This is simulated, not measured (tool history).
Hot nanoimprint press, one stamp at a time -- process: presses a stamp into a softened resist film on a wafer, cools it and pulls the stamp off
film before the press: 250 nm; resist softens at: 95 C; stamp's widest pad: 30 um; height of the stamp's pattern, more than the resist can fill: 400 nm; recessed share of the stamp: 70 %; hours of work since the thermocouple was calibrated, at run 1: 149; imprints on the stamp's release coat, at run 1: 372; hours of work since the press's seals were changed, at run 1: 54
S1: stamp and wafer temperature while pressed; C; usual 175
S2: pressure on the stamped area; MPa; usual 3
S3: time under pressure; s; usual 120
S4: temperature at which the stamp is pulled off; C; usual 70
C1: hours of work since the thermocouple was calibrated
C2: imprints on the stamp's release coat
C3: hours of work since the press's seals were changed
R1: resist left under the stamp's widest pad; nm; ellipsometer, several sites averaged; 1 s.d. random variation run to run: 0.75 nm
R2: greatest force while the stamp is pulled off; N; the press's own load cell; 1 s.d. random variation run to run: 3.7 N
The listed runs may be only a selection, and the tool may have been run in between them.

run 1 hour=0 | S1=175 S2=3 S3=120 S4=70 | C1=149 C2=372 C3=54 | R1=105.1 R2=199
run 2 hour=57.3 | S1=175 S2=3 S3=120 S4=70 | C1=177 C2=562 C3=82 | R1=105 R2=197
run 3 hour=130.6 | S1=175 S2=3 S3=120 S4=70 | C1=213 C2=805 C3=118 | R1=104.3 R2=211
run 4 hour=182.6 | S1=175 S2=3 S3=120 S4=70 | C1=238 C2=977 C3=143 | R1=104.2 R2=218
-- hour=207.4 stamp cleaned and given a new release coat
run 5 hour=221.2 | S1=175 S2=3 S3=236 S4=70 | C1=254 C2=46 C3=159 | R1=79.2 R2=177
run 6 hour=286.6 | S1=175 S2=3 S3=120 S4=70 | C1=285 C2=263 C3=191 | R1=103.7 R2=189
run 7 hour=347.4 | S1=175 S2=3.17 S3=120 S4=70 | C1=315 C2=464 C3=220 | R1=101.4 R2=188
run 8 hour=379.8 | S1=175 S2=3 S3=120 S4=70 | C1=331 C2=572 C3=236 | R1=103.9 R2=193
run 9 hour=409.6 | S1=175 S2=3 S3=120 S4=70 | C1=345 C2=671 C3=250 | R1=101.8 R2=210
-- hour=452.6 plate thermocouple calibrated
run 10 hour=465.2 | S1=175 S2=3 S3=120 S4=67 | C1=6 C2=845 C3=276 | R1=102.1 R2=215
run 11 hour=507.7 | S1=175 S2=3 S3=120 S4=67 | C1=27 C2=986 C3=296 | R1=99.7 R2=232
-- hour=529 stamp cleaned and given a new release coat
run 12 hour=587.1 | S1=175 S2=3 S3=120 S4=70 | C1=62 C2=193 C3=332 | R1=100.5 R2=186
run 13 hour=617.2 | S1=175 S2=3 S3=120 S4=70 | C1=77 C2=292 C3=347 | R1=99.3 R2=196
run 14 hour=672.5 | S1=175 S2=3 S3=120 S4=70 | C1=104 C2=476 C3=374 | R1=98.8 R2=200
run 15 hour=737.7 | S1=175 S2=3 S3=120 S4=70 | C1=135 C2=692 C3=405 | R1=99.4 R2=203
-- hour=772.3 plate thermocouple calibrated, once more
run 16 hour=781.6 | S1=180 S2=4.17 S3=120 S4=70 | C1=5 C2=828 C3=425 | R1=75.7 R2=215
run 17 hour=819.3 | S1=180 S2=4.17 S3=120 S4=78 | C1=23 C2=953 C3=443 | R1=75.8 R2=205
-- hour=851.2 stamp cleaned and given a new release coat
run 18 hour=885.2 | S1=180 S2=4.17 S3=120 S4=78 | C1=52 C2=112 C3=472 | R1=75.2 R2=172

The next listed run, before its measurement:
run 19 hour=932.4 | S1=175 S2=3 S3=220 S4=67 | C1=75 C2=269 C3=495 | R1=? R2=?

R1: 86.1 nm
R2: 198 N
On a tool with no hidden condition, and with the same random variation, this run would have come out at R1 85.6 nm, R2 186 N.

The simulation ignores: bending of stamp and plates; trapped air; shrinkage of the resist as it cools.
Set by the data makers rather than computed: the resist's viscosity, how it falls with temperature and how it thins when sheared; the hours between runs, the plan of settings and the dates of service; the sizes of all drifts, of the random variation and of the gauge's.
